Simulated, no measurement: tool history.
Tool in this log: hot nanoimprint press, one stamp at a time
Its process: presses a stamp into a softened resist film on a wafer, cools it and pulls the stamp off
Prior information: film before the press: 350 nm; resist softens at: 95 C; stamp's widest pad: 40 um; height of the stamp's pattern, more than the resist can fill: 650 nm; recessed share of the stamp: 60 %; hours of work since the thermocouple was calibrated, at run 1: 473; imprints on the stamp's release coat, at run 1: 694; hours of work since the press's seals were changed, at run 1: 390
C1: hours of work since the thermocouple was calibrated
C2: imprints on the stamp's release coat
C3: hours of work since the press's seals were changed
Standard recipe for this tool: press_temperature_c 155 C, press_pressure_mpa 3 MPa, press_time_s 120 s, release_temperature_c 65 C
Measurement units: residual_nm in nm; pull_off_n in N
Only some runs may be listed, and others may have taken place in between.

run 1 hour=0 | press_temperature_c=155 press_pressure_mpa=3 press_time_s=120 release_temperature_c=65 | C1=473 C2=694 C3=390 | residual_nm=209.7 pull_off_n=296
run 2 hour=12.3 | press_temperature_c=155 press_pressure_mpa=3 press_time_s=120 release_temperature_c=65 | C1=482 C2=726 C3=399 | residual_nm=207.7 pull_off_n=291
run 3 hour=20 | press_temperature_c=155 press_pressure_mpa=4.32 press_time_s=120 release_temperature_c=65 | C1=487 C2=746 C3=404 | residual_nm=174.7 pull_off_n=287
-- hour=25.7 plate thermocouple calibrated
run 4 hour=32.5 | press_temperature_c=155 press_pressure_mpa=4.32 press_time_s=120 release_temperature_c=65 | C1=5 C2=771 C3=411 | residual_nm=165 pull_off_n=286
run 5 hour=46.8 | press_temperature_c=155 press_pressure_mpa=4.32 press_time_s=120 release_temperature_c=65 | C1=15 C2=808 C3=421 | residual_nm=164.6 pull_off_n=301
run 6 hour=61.4 | press_temperature_c=155 press_pressure_mpa=4.32 press_time_s=120 release_temperature_c=65 | C1=25 C2=846 C3=431 | residual_nm=168.1 pull_off_n=289
run 7 hour=76 | press_temperature_c=155 press_pressure_mpa=4.32 press_time_s=120 release_temperature_c=65 | C1=35 C2=885 C3=441 | residual_nm=166.7 pull_off_n=289
run 8 hour=89.5 | press_temperature_c=155 press_pressure_mpa=3 press_time_s=120 release_temperature_c=65 | C1=45 C2=920 C3=451 | residual_nm=197.2 pull_off_n=301
-- hour=99.7 stamp cleaned and given a new release coat
run 9 hour=106.5 | press_temperature_c=155 press_pressure_mpa=2.97 press_time_s=120 release_temperature_c=65 | C1=52 C2=18 C3=458 | residual_nm=199.9 pull_off_n=242
run 10 hour=115.9 | press_temperature_c=155 press_pressure_mpa=2.97 press_time_s=120 release_temperature_c=65 | C1=59 C2=43 C3=465 | residual_nm=202.3 pull_off_n=242
run 11 hour=123.8 | press_temperature_c=161 press_pressure_mpa=2.46 press_time_s=140 release_temperature_c=73 | C1=64 C2=63 C3=470 | residual_nm=169.9 pull_off_n=190
run 12 hour=136.1 | press_temperature_c=161 press_pressure_mpa=2.35 press_time_s=140 release_temperature_c=54 | C1=73 C2=95 C3=479 | residual_nm=175 pull_off_n=317
run 13 hour=147.9 | press_temperature_c=155 press_pressure_mpa=2.67 press_time_s=73 release_temperature_c=61 | C1=81 C2=126 C3=487 | residual_nm=241.3 pull_off_n=277
run 14 hour=161 | press_temperature_c=163 press_pressure_mpa=2.62 press_time_s=120 release_temperature_c=65 | C1=91 C2=161 C3=496 | residual_nm=160.9 pull_off_n=246
run 15 hour=168.7 | press_temperature_c=155 press_pressure_mpa=2.64 press_time_s=120 release_temperature_c=55 | C1=96 C2=181 C3=502 | residual_nm=213.3 pull_off_n=330

Predict the results of run 16:
run 16 hour=179.9 | press_temperature_c=155 press_pressure_mpa=2.64 press_time_s=120 release_temperature_c=55 | C1=104 C2=210 C3=510 | residual_nm=? pull_off_n=?

Run 16 came out at residual_nm 210.8 nm, pull_off_n 331 N.
With no hidden state in the tool, this same run would have given residual_nm 206.5 nm, pull_off_n 310 N.

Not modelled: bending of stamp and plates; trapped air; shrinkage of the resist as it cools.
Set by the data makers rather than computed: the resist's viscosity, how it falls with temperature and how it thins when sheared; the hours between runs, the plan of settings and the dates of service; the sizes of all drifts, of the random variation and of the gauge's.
